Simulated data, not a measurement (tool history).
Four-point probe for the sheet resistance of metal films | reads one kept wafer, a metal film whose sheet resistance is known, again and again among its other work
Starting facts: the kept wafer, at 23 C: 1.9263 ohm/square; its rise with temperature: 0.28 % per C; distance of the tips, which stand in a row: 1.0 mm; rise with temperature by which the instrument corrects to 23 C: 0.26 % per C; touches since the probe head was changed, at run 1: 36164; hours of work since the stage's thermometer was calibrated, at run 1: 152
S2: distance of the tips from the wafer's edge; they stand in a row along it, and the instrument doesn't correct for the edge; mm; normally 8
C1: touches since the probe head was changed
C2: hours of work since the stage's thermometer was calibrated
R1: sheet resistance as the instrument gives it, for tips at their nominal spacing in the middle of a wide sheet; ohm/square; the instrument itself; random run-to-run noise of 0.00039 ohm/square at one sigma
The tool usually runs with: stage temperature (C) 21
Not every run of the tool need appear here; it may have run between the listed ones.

run 1 hour=0.0 | stage_temperature_(C)=21 S2=8 | C1=36164 C2=152 | R1=1.942160
run 2 hour=95.9 | stage_temperature_(C)=21 S2=8 | C1=39061 C2=224 | R1=1.943801
run 3 hour=211.3 | stage_temperature_(C)=21 S2=17 | C1=42549 C2=310 | R1=1.930874
run 4 hour=303.7 | stage_temperature_(C)=21 S2=15 | C1=45342 C2=379 | R1=1.932322
run 5 hour=440.4 | stage_temperature_(C)=21 S2=15 | C1=49471 C2=481 | R1=1.932356
run 6 hour=543.9 | stage_temperature_(C)=21 S2=15 | C1=52599 C2=558 | R1=1.932522
run 7 hour=661.2 | stage_temperature_(C)=21 S2=8 | C1=56142 C2=645 | R1=1.944392
run 8 hour=789.9 | stage_temperature_(C)=21 S2=8 | C1=60032 C2=741 | R1=1.944515
run 9 hour=866.8 | stage_temperature_(C)=21 S2=46 | C1=62355 C2=799 | R1=1.928731
run 10 hour=964.2 | stage_temperature_(C)=21 S2=8 | C1=65299 C2=871 | R1=1.945270
run 11 hour=1034.0 | stage_temperature_(C)=21 S2=39 | C1=67406 C2=923 | R1=1.930197
run 12 hour=1128.4 | stage_temperature_(C)=21 S2=6 | C1=70260 C2=994 | R1=1.958267
run 13 hour=1200.1 | stage_temperature_(C)=21 S2=8 | C1=72427 C2=1047 | R1=1.944829
run 14 hour=1307.8 | stage_temperature_(C)=21 S2=8 | C1=75681 C2=1128 | R1=1.945389
run 15 hour=1374.0 | stage_temperature_(C)=21 S2=8 | C1=77682 C2=1177 | R1=1.945509
run 16 hour=1451.1 | stage_temperature_(C)=21 S2=8 | C1=80012 C2=1234 | R1=1.946036
-- hour=1458.4 stage's thermometer calibrated
run 17 hour=1519.7 | stage_temperature_(C)=21 S2=8 | C1=82068 C2=46 | R1=1.944477
run 18 hour=1643.0 | stage_temperature_(C)=21 S2=8 | C1=85795 C2=138 | R1=1.945096
run 19 hour=1720.4 | stage_temperature_(C)=21 S2=8 | C1=88133 C2=195 | R1=1.945125
run 20 hour=1843.3 | stage_temperature_(C)=21 S2=8 | C1=91848 C2=287 | R1=1.946123
-- hour=1978.8 stage's thermometer calibrated, once more
run 21 hour=1981.8 | stage_temperature_(C)=21 S2=8 | C1=96016 C2=2 | R1=1.949617
run 22 hour=2100.1 | stage_temperature_(C)=21 S2=8 | C1=99591 C2=90 | R1=1.950170
run 23 hour=2197.4 | stage_temperature_(C)=21 S2=8 | C1=102532 C2=163 | R1=1.950346
run 24 hour=2283.4 | stage_temperature_(C)=19 S2=12 | C1=105129 C2=227 | R1=1.940158
run 25 hour=2419.7 | stage_temperature_(C)=34 S2=71 | C1=109249 C2=329 | R1=1.939749
run 26 hour=2488.2 | stage_temperature_(C)=18 S2=7 | C1=111317 C2=380 | R1=1.954696
run 27 hour=2592.1 | stage_temperature_(C)=18 S2=7 | C1=114456 C2=457 | R1=1.954979
run 28 hour=2661.6 | stage_temperature_(C)=18 S2=7 | C1=116559 C2=509 | R1=1.953940
run 29 hour=2772.3 | stage_temperature_(C)=19 S2=3 | C1=119903 C2=592 | R1=2.043099
run 30 hour=2899.6 | stage_temperature_(C)=19 S2=3 | C1=123751 C2=687 | R1=2.042820
run 31 hour=2957.3 | stage_temperature_(C)=19 S2=3 | C1=125493 C2=730 | R1=2.042873
run 32 hour=3079.1 | stage_temperature_(C)=25 S2=7 | C1=129173 C2=820 | R1=1.958184
run 33 hour=3210.5 | stage_temperature_(C)=25 S2=7 | C1=133143 C2=918 | R1=1.958729
run 34 hour=3269.9 | stage_temperature_(C)=25 S2=38 | C1=134940 C2=963 | R1=1.938853
run 35 hour=3351.8 | stage_temperature_(C)=32 S2=22 | C1=137414 C2=1024 | R1=1.943992

Estimate the outcome of run 36 from the log above:
run 36 hour=3451.0 | stage_temperature_(C)=29 S2=9 | C1=140412 C2=1098 | R1=?

Run 36 produced R1 1.953071 ohm/square.
On a tool with no hidden condition, and with the same random variation, this run would have come out at R1 1.941633 ohm/square.

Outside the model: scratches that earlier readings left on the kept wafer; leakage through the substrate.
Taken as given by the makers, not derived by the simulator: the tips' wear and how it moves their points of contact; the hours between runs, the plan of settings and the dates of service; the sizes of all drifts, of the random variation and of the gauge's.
